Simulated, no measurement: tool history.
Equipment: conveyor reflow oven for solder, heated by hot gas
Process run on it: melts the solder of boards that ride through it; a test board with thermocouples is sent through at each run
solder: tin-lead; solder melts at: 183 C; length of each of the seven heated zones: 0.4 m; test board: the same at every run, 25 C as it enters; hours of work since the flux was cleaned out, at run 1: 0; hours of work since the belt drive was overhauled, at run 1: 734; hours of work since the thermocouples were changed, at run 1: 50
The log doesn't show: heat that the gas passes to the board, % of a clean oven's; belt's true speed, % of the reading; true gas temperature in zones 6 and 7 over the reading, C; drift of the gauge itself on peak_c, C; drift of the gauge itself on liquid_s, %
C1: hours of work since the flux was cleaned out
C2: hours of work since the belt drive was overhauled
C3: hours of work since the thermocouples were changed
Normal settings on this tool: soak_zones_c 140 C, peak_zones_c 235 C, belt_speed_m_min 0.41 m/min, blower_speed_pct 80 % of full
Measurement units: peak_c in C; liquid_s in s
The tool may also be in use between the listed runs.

run 1 hour=0 | soak_zones_c=140 peak_zones_c=235 belt_speed_m_min=0.41 blower_speed_pct=80 | C1=0 C2=734 C3=50 | peak_c=226.3 liquid_s=100.5
run 2 hour=69.1 | soak_zones_c=140 peak_zones_c=235 belt_speed_m_min=0.41 blower_speed_pct=80 | C1=34 C2=767 C3=84 | peak_c=226.2 liquid_s=99.5
run 3 hour=126 | soak_zones_c=140 peak_zones_c=227 belt_speed_m_min=0.41 blower_speed_pct=80 | C1=61 C2=795 C3=112 | peak_c=217.6 liquid_s=91.5
run 4 hour=181.2 | soak_zones_c=140 peak_zones_c=227 belt_speed_m_min=0.41 blower_speed_pct=80 | C1=88 C2=822 C3=138 | peak_c=219.1 liquid_s=93
-- hour=229.4 belt drive overhauled, speed set with a stopwatch
run 5 hour=252.7 | soak_zones_c=147 peak_zones_c=235 belt_speed_m_min=0.41 blower_speed_pct=80 | C1=121 C2=11 C3=171 | peak_c=226.8 liquid_s=104.3
run 6 hour=332.6 | soak_zones_c=140 peak_zones_c=235 belt_speed_m_min=0.41 blower_speed_pct=76 | C1=160 C2=50 C3=210 | peak_c=225.6 liquid_s=98.8
run 7 hour=373.1 | soak_zones_c=140 peak_zones_c=235 belt_speed_m_min=0.41 blower_speed_pct=76 | C1=180 C2=70 C3=230 | peak_c=224.3 liquid_s=99.9
run 8 hour=433.4 | soak_zones_c=140 peak_zones_c=235 belt_speed_m_min=0.41 blower_speed_pct=76 | C1=209 C2=99 C3=259 | peak_c=225.5 liquid_s=100.5
run 9 hour=520.5 | soak_zones_c=140 peak_zones_c=235 belt_speed_m_min=0.41 blower_speed_pct=76 | C1=251 C2=142 C3=301 | peak_c=225 liquid_s=98.3
run 10 hour=604.8 | soak_zones_c=140 peak_zones_c=235 belt_speed_m_min=0.41 blower_speed_pct=59 | C1=292 C2=183 C3=342 | peak_c=222.4 liquid_s=95.9
run 11 hour=663.8 | soak_zones_c=140 peak_zones_c=235 belt_speed_m_min=0.41 blower_speed_pct=59 | C1=321 C2=211 C3=371 | peak_c=222.7 liquid_s=95.3
-- hour=709.5 flux residue cleaned out of gas plates and filters
run 12 hour=732.5 | soak_zones_c=140 peak_zones_c=235 belt_speed_m_min=0.41 blower_speed_pct=59 | C1=11 C2=242 C3=402 | peak_c=223.4 liquid_s=96.8
run 13 hour=793.9 | soak_zones_c=140 peak_zones_c=235 belt_speed_m_min=0.41 blower_speed_pct=59 | C1=41 C2=272 C3=432 | peak_c=223 liquid_s=96.4
run 14 hour=882.2 | soak_zones_c=140 peak_zones_c=235 belt_speed_m_min=0.41 blower_speed_pct=59 | C1=84 C2=315 C3=475 | peak_c=223 liquid_s=97.1
run 15 hour=961.5 | soak_zones_c=140 peak_zones_c=235 belt_speed_m_min=0.41 blower_speed_pct=59 | C1=123 C2=354 C3=514 | peak_c=223.4 liquid_s=95.4
run 16 hour=1020 | soak_zones_c=140 peak_zones_c=235 belt_speed_m_min=0.338 blower_speed_pct=80 | C1=151 C2=382 C3=542 | peak_c=229.3 liquid_s=126.1

The next listed run, before its measurement:
run 17 hour=1092.3 | soak_zones_c=140 peak_zones_c=235 belt_speed_m_min=0.464 blower_speed_pct=70 | C1=186 C2=417 C3=577 | peak_c=? liquid_s=?

Run 17 came out at peak_c 221 C, liquid_s 83.4 s.
Minus the tool's unlogged condition, the same run would have read peak_c 221.2 C, liquid_s 83.6 s.
